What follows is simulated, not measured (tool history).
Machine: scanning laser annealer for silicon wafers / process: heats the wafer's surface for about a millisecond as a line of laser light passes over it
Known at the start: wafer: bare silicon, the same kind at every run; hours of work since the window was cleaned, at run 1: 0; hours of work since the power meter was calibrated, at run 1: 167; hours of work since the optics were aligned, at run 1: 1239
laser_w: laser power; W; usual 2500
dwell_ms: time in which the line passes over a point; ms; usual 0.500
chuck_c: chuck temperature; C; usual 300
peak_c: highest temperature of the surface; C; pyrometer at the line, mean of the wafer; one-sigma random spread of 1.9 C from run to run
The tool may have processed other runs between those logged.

run,hour,laser_w,dwell_ms,chuck_c,hours of work since the window was cleaned,hours of work since the power meter was calibrated,hours of work since the optics were aligned,peak_c
1,0.0,2500,0.500,300,0,167,1239,1120
2,26.3,2500,0.500,300,17,184,1255,1117
3,68.1,2500,0.500,300,43,211,1282,1116
4,120.5,2500,0.500,300,76,244,1315,1113
5,156.8,2500,0.537,300,100,267,1338,1143
6,187.8,2500,0.537,300,119,287,1358,1143
7,231.5,2500,0.537,300,147,314,1386,1143
8,268.0,2500,0.537,300,170,337,1409,1139
9,324.3,2346,0.500,300,206,373,1444,1039
10,353.3,2346,0.500,300,224,392,1463,1037
11,392.4,2346,0.500,300,249,416,1488,1038
12,416.8,2184,0.500,300,265,432,1503,968
13,465.8,2500,0.500,300,296,463,1534,1094
14,498.8,2500,0.500,300,317,484,1555,1098
15,530.5,2500,0.500,300,337,504,1575,1096
16,556.8,2500,0.500,300,353,521,1592,1093
# hour 572.5: optics aligned, line set to its width
17,618.6,2500,0.500,300,389,557,29,1102
# hour 626.1: window over the wafer cleaned
18,647.7,2500,0.500,300,14,574,46,1126
19,680.6,2385,0.457,264,35,595,67,1000
20,739.5,2589,0.500,276,72,632,105,1132
21,769.6,2313,0.431,300,91,651,124,982
22,818.8,2745,0.500,292,122,683,155,1212
23,855.9,2307,0.510,290,146,706,179,1034
24,899.7,2307,0.419,274,174,734,206,935
25,926.7,2500,0.384,300,191,751,224,994
26,956.8,2500,0.384,300,210,770,243,997
27,994.5,2293,0.412,300,234,794,267,945
28,1036.7,2293,0.412,300,261,821,293,942
29,1090.6,2293,0.412,300,295,855,328,943
30,1123.9,2281,0.553,276,316,876,349,1030

Some steps in peak_c, run to run, broken into two amounts with sign: the step expected even without the hidden condition (settings, incoming material, random variation), and the rest, left for the hidden condition together with whatever gauge scatter is not in both the measured and the hidden-condition-free result:
Hidden state at play: light that passes the window, % of a clean one's; laser's true power over the reading, %; width of the line over the set one, %; drift of the gauge itself on peak_c, C.
Run 12 -> 13: laser_w 2184 -> 2500. peak_c +126 C: hidden state -8, all else +134.
Run 16 -> 17: optics aligned, line set to its width. peak_c +9 C: hidden state +12, all else -3.
Run 17 -> 18: window over the wafer cleaned. peak_c +24 C: hidden state +22, all else +2.
Run 20 -> 21: laser_w 2589 -> 2313, dwell_ms 0.500 -> 0.431, chuck_c 276 -> 300. peak_c -150 C: hidden state +1, all else -151.
Run 21 -> 22: laser_w 2313 -> 2745, dwell_ms 0.431 -> 0.500, chuck_c 300 -> 292. peak_c +230 C: hidden state -7, all else +237.
Run 22 -> 23: laser_w 2745 -> 2307, dwell_ms 0.500 -> 0.510, chuck_c 292 -> 290. peak_c -178 C: hidden state +2, all else -180.

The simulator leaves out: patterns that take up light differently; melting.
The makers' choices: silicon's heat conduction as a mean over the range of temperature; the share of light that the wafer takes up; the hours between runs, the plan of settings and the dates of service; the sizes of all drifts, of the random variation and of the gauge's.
